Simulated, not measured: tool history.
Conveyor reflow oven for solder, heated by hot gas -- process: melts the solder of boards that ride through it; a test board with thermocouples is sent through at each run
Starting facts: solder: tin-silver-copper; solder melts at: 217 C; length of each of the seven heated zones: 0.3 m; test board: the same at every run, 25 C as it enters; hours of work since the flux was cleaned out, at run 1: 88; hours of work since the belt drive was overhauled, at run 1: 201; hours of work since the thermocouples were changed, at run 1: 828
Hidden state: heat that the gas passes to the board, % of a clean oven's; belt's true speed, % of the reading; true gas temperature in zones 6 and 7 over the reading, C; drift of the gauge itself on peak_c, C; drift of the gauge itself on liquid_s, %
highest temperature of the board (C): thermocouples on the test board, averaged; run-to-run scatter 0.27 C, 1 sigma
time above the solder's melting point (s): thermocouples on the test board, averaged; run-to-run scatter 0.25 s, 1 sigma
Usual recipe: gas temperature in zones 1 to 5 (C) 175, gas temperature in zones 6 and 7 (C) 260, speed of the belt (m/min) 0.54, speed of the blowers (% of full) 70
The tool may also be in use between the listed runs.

run   hour  gas temperature in zones 1 to 5 (C)  gas temperature in zones 6 and 7 (C)  speed of the belt (m/min)  speed of the blowers (% of full)  hours of work since the flux was cleaned out  hours of work since the belt drive was overhauled  hours of work since the thermocouples were changed  highest temperature of the board (C)  time above the solder's melting point (s)
  1      0                                  175                                   260                       0.54                                70                                            88                                                201                                                 828                                 247.3                                       47.9
  2    9.2                                  175                                   260                       0.54                                70                                            94                                                207                                                 834                                 247.2                                         48
  3   15.7                                  175                                   260                       0.54                                70                                            98                                                211                                                 838                                 247.3                                       48.1
  4   24.1                                  175                                   260                       0.54                                70                                           103                                                216                                                 844                                   247                                       47.3
  5   30.9                                  175                                   260                       0.54                                70                                           107                                                220                                                 848                                 247.5                                         48
  6   41.2                                  175                                   260                       0.54                                50                                           114                                                227                                                 855                                 244.3                                       44.9
  7   48.6                                  175                                   260                       0.54                                50                                           119                                                232                                                 859                                 244.6                                       44.4
  8   53.7                                  175                                   260                       0.54                                50                                           122                                                235                                                 863                                 244.5                                       44.4
  9   61.7                                  175                                   260                       0.54                                50                                           127                                                240                                                 868                                 244.4                                       44.5
 10   71.2                                  175                                   260                       0.54                                50                                           133                                                246                                                 874                                 244.4                                       44.3
 11   80.7                                  175                                   260                       0.54                                72                                           139                                                252                                                 880                                 247.6                                         48
 12   91.1                                  175                                   260                       0.54                                87                                           146                                                259                                                 886                                 248.4                                       49.6
 13   99.9                                  175                                   260                      0.448                                70                                           151                                                264                                                 892                                 251.4                                       63.1
 14  107.9                                  175                                   260                      0.473                                70                                           156                                                269                                                 897                                 250.5                                       58.2
 15  117.4                                  175                                   260                       0.54                                78                                           163                                                275                                                 903                                 248.6                                       48.9
 16  125.4                                  175                                   260                       0.54                                78                                           168                                                281                                                 908                                 248.1                                       48.2
 17  135.2                                  175                                   250                      0.633                                70                                           174                                                287                                                 914                                 234.5                                       28.9
 18  140.4                                  175                                   255                      0.541                                70                                           177                                                290                                                 918                                 242.7                                       44.1
 19  145.9                                  175                                   255                      0.541                                70                                           181                                                294                                                 921                                 242.5                                       44.1

Run 20 comes next. What will it give?
 20   153                                  181                                   255                      0.541                                86                                           185                                                298                                                 926                                     ?                                          ?

{"run 20": {"highest temperature of the board (C)": 244.9, "time above the solder's melting point (s)": 48.8}}
Had the tool carried no hidden state, the very same run would have given highest temperature of the board (C) 245, time above the solder's melting point (s) 48.9.
